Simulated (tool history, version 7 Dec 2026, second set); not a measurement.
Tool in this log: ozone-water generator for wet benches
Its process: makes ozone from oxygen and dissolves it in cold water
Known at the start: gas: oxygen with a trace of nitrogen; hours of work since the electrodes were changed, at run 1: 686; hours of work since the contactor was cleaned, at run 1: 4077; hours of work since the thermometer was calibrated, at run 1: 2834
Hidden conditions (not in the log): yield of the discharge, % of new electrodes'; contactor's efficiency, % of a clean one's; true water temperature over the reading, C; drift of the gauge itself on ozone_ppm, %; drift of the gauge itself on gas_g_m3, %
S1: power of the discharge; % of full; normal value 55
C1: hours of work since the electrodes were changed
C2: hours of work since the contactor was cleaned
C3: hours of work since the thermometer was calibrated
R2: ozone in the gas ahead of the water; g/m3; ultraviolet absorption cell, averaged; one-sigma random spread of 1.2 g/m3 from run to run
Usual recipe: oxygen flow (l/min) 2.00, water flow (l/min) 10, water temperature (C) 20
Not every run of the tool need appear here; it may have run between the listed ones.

{"run": 1, "day": 0.0, "S1": 55, "oxygen flow (l/min)": 2.0, "water flow (l/min)": 10, "water temperature (C)": 20, "C1": 686, "C2": 4077, "C3": 2834, "dissolved ozone (ppm)": 20.5, "R2": 218.6}
{"run": 2, "day": 9.275, "S1": 55, "oxygen flow (l/min)": 2.0, "water flow (l/min)": 10, "water temperature (C)": 20, "C1": 863, "C2": 4253, "C3": 3010, "dissolved ozone (ppm)": 20.3, "R2": 215.4}
{"run": 3, "day": 16.192, "S1": 55, "oxygen flow (l/min)": 2.0, "water flow (l/min)": 10, "water temperature (C)": 20, "C1": 994, "C2": 4385, "C3": 3142, "dissolved ozone (ppm)": 20.4, "R2": 215.1}
{"run": 4, "day": 21.767, "S1": 55, "oxygen flow (l/min)": 2.0, "water flow (l/min)": 10, "water temperature (C)": 20, "C1": 1100, "C2": 4491, "C3": 3248, "dissolved ozone (ppm)": 20.3, "R2": 219.0}
{"run": 5, "day": 31.171, "S1": 55, "oxygen flow (l/min)": 2.0, "water flow (l/min)": 10, "water temperature (C)": 20, "C1": 1278, "C2": 4669, "C3": 3426, "dissolved ozone (ppm)": 20.3, "R2": 215.5}
{"run": 6, "day": 35.179, "S1": 55, "oxygen flow (l/min)": 2.0, "water flow (l/min)": 10, "water temperature (C)": 20, "C1": 1355, "C2": 4745, "C3": 3503, "dissolved ozone (ppm)": 20.0, "R2": 215.1}
{"day": 38.962, "done": "water thermometer calibrated"}
{"run": 7, "day": 43.125, "S1": 43, "oxygen flow (l/min)": 2.0, "water flow (l/min)": 10, "water temperature (C)": 20, "C1": 1505, "C2": 4896, "C3": 79, "dissolved ozone (ppm)": 16.5, "R2": 175.1}
{"run": 8, "day": 49.779, "S1": 64, "oxygen flow (l/min)": 1.17, "water flow (l/min)": 6, "water temperature (C)": 12, "C1": 1632, "C2": 5022, "C3": 206, "dissolved ozone (ppm)": 36.2, "R2": 327.0}
{"run": 9, "day": 55.188, "S1": 55, "oxygen flow (l/min)": 2.0, "water flow (l/min)": 8, "water temperature (C)": 23, "C1": 1734, "C2": 5125, "C3": 308, "dissolved ozone (ppm)": 22.4, "R2": 213.3}
{"run": 10, "day": 60.425, "S1": 44, "oxygen flow (l/min)": 3.12, "water flow (l/min)": 14, "water temperature (C)": 16, "C1": 1834, "C2": 5225, "C3": 408, "dissolved ozone (ppm)": 14.1, "R2": 139.0}
{"run": 11, "day": 64.558, "S1": 55, "oxygen flow (l/min)": 2.0, "water flow (l/min)": 6, "water temperature (C)": 20, "C1": 1912, "C2": 5303, "C3": 486, "dissolved ozone (ppm)": 28.3, "R2": 213.1}
{"run": 12, "day": 70.025, "S1": 55, "oxygen flow (l/min)": 1.84, "water flow (l/min)": 15, "water temperature (C)": 20, "C1": 2016, "C2": 5407, "C3": 590, "dissolved ozone (ppm)": 14.2, "R2": 224.5}

5 ways to go on from here, each from the tool as it stands after run 12. What would each give?
{"run": "A", "day": 79.8, "S1": 55, "oxygen flow (l/min)": 1.84, "water flow (l/min)": 15, "water temperature (C)": 20, "C1": 2202, "C2": 5593, "C3": 776, "dissolved ozone (ppm)": "?", "R2": "?"}
{"run": "B", "day": 79.8, "S1": 99, "oxygen flow (l/min)": 2.14, "water flow (l/min)": 10, "water temperature (C)": 13, "C1": 2202, "C2": 5593, "C3": 776, "dissolved ozone (ppm)": "?", "R2": "?"}
{"run": "C", "day": 79.8, "S1": 55, "oxygen flow (l/min)": 1.82, "water flow (l/min)": 10, "water temperature (C)": 20, "C1": 2202, "C2": 5593, "C3": 776, "dissolved ozone (ppm)": "?", "R2": "?"}
{"run": "D", "day": 79.8, "S1": 46, "oxygen flow (l/min)": 2.0, "water flow (l/min)": 10, "water temperature (C)": 16, "C1": 2202, "C2": 5593, "C3": 776, "dissolved ozone (ppm)": "?", "R2": "?"}
{"run": "E", "day": 79.8, "S1": 55, "oxygen flow (l/min)": 2.81, "water flow (l/min)": 10, "water temperature (C)": 20, "C1": 2202, "C2": 5593, "C3": 776, "dissolved ozone (ppm)": "?", "R2": "?"}

run=A dissolved_ozone_(ppm)=14.2 R2=222.0
run=B dissolved_ozone_(ppm)=35.2 R2=326.3
run=C dissolved_ozone_(ppm)=19.8 R2=222.4
run=D dissolved_ozone_(ppm)=17.9 R2=183.2
run=E dissolved_ozone_(ppm)=19.7 R2=174.6
The same runs, with their run-to-run variation unchanged, on a tool lacking any hidden condition would have given:
run=A dissolved_ozone_(ppm)=15.5 R2=231.1
run=B dissolved_ozone_(ppm)=39.0 R2=348.2
run=C dissolved_ozone_(ppm)=21.5 R2=231.6
run=D dissolved_ozone_(ppm)=19.2 R2=189.3
run=E dissolved_ozone_(ppm)=21.3 R2=181.8
